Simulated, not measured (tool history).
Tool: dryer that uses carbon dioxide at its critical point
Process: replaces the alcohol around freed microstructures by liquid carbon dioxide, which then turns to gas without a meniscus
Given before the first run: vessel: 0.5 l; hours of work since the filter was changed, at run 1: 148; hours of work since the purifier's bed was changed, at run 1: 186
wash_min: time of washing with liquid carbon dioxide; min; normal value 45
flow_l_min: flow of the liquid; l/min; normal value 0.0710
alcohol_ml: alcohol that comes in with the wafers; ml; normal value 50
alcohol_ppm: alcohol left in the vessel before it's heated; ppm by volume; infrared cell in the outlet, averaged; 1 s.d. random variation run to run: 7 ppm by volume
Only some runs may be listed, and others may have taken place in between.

run	hour	wash_min	flow_l_min	alcohol_ml	hours of work since the filter was changed	hours of work since the purifier's bed was changed	alcohol_ppm
1	0.0	45	0.0710	50	148	186	421
2	15.3	45	0.0710	23	154	192	225
3	46.0	45	0.0710	50	166	204	449
4	73.2	30	0.0710	50	176	214	2464
5	94.9	30	0.0710	50	185	223	2417
6	121.2	45	0.0710	61	195	233	519
7	147.5	45	0.0710	61	205	243	534
8	172.3	45	0.0710	61	215	253	545
9	201.3	65	0.0710	61	226	264	123
10	215.8	65	0.0710	24	232	270	101
11	229.1	65	0.0710	24	237	275	98
12	244.7	65	0.0710	24	243	281	118
13	262.1	45	0.0710	65	250	287	620
14	276.0	45	0.0710	65	255	293	622
15	297.5	45	0.0710	65	263	301	617
16	319.5	45	0.0710	65	272	310	627
17	333.6	45	0.0604	50	277	315	990
18	348.5	45	0.0604	50	283	321	1014
19	368.2	45	0.0604	50	291	328	1065
20	381.6	45	0.0604	50	296	334	1059
21	407.4	45	0.0604	50	306	344	1094
22	432.7	45	0.0604	50	315	353	1048
23	460.1	45	0.0604	50	326	364	1050
24	490.7	45	0.0604	50	338	376	1094
25	515.4	45	0.0604	50	348	385	1120
26	529.7	45	0.0588	54	353	391	1313
27	548.4	53	0.0710	50	360	398	297
28	566.8	63	0.0647	62	367	405	253
29	583.9	49	0.1067	66	374	412	149
30	596.8	49	0.1067	66	379	417	157
31	617.8	28	0.0710	50	387	425	3538
32	639.1	28	0.0710	50	395	433	3503
33	655.7	35	0.0624	91	402	440	4831
34	669.7	35	0.0624	91	407	445	4649
35	684.0	35	0.0624	91	413	451	4562
36	704.5	56	0.0710	35	421	459	241
37	718.4	45	0.0738	101	426	464	880
38	741.9	45	0.0477	32	435	473	1899
39	768.4	33	0.0563	69	445	483	6350
40	788.8	33	0.0563	69	453	491	6309
41	811.9	41	0.0475	24	462	500	2050
42	827.8	30	0.0460	89	468	506	18214
43	854.2	32	0.0508	116	479	516	15655
44	871.8	29	0.0521	116	485	523	19134
45	893.0	59	0.0710	37	494	531	240
46	907.1	45	0.1026	50	499	537	220
47	927.9	37	0.1150	50	507	545	263

Forecast each of these 4 alternatives for the next run:
# hour 934.8: purifier's bed changed
A	959.8	36	0.0561	21	518	10	?
# hour 934.8: purifier's bed changed
B	959.8	54	0.0489	55	518	10	?
# hour 934.8: purifier's bed changed
C	959.8	37	0.0438	50	518	10	?
# hour 934.8: purifier's bed changed
D	959.8	46	0.0980	24	518	10	?

run	alcohol_ppm
A	1496
B	1410
C	6827
D	32
Stripped of hidden state, with their random variation kept, the same runs would have yielded:
run	alcohol_ppm
A	1127
B	975
C	5439
D	15
